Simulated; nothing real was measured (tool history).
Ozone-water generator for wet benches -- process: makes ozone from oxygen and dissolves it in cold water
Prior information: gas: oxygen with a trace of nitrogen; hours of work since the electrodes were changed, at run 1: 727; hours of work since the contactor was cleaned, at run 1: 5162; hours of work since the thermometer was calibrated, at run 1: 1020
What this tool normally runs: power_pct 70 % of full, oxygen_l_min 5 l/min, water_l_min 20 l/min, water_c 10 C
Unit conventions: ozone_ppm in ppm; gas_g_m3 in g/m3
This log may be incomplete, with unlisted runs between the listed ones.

run   hour  power_pct  oxygen_l_min  water_l_min  water_c  hours of work since the electrodes were changed  hours of work since the contactor was cleaned  hours of work since the thermometer was calibrated  ozone_ppm  gas_g_m3
  1      0         70             5           20       10                                              727                                           5162                                                1020       15.1     178.9
  2   29.5         70             5           20       10                                              746                                           5181                                                1040       14.9     181.2
  3   99.1         70             5           29       10                                              791                                           5226                                                1085        9.5     179.2
  4  131.3         70             5           29       10                                              812                                           5247                                                1106        9.8     179.1
  5  197.1         70          7.07           20       10                                              855                                           5289                                                1148       15.5     151.7
  6  267.8         70             5           20       10                                              901                                           5335                                                1194         15     180.5
  7    339         70             5           20       10                                              947                                           5381                                                1240       15.2     179.9
  8  374.4         70             5           20       10                                              970                                           5404                                                1263       15.1     180.9
  9  409.4         70             5           20       10                                              993                                           5427                                                1286       14.9       180
 10  454.7         70             5           31       10                                             1022                                           5457                                                1315          9     177.5
 11  503.4         70             5           31       10                                             1054                                           5488                                                1347        8.8     179.4
 12  560.3         70          4.43           20       10                                             1091                                           5525                                                1384       14.6     190.6
 13  602.9         70          4.43           20       10                                             1118                                           5553                                                1411       14.7     190.2
 14  665.1         90          7.61           28       10                                             1159                                           5593                                                1452       12.4       168
 15    733         99          7.61           28        6                                             1203                                           5637                                                1496       13.7     177.3
 16  772.3         46          8.51           14        5                                             1228                                           5662                                                1521       18.4     107.2
 17  830.4         46          8.51           14        5                                             1266                                           5700                                                1559       18.2     108.3

What if the next run were any one of these 3? Each begins from the tool's condition after run 17:
  A  902.3         63             5           12        8                                             1312                                           5747                                                1606          ?         ?
  B  902.3         70             5           16       10                                             1312                                           5747                                                1606          ?         ?
  C  902.3         67          8.51           26        5                                             1312                                           5747                                                1606          ?         ?

run  ozone_ppm  gas_g_m3
  A       24.4     167.7
  B       18.8     180.3
  C       12.4       135
Without the tool's unlogged condition, the same runs would have read:
run  ozone_ppm  gas_g_m3
  A       26.1     171.5
  B       20.3     184.5
  C       13.5     138.1
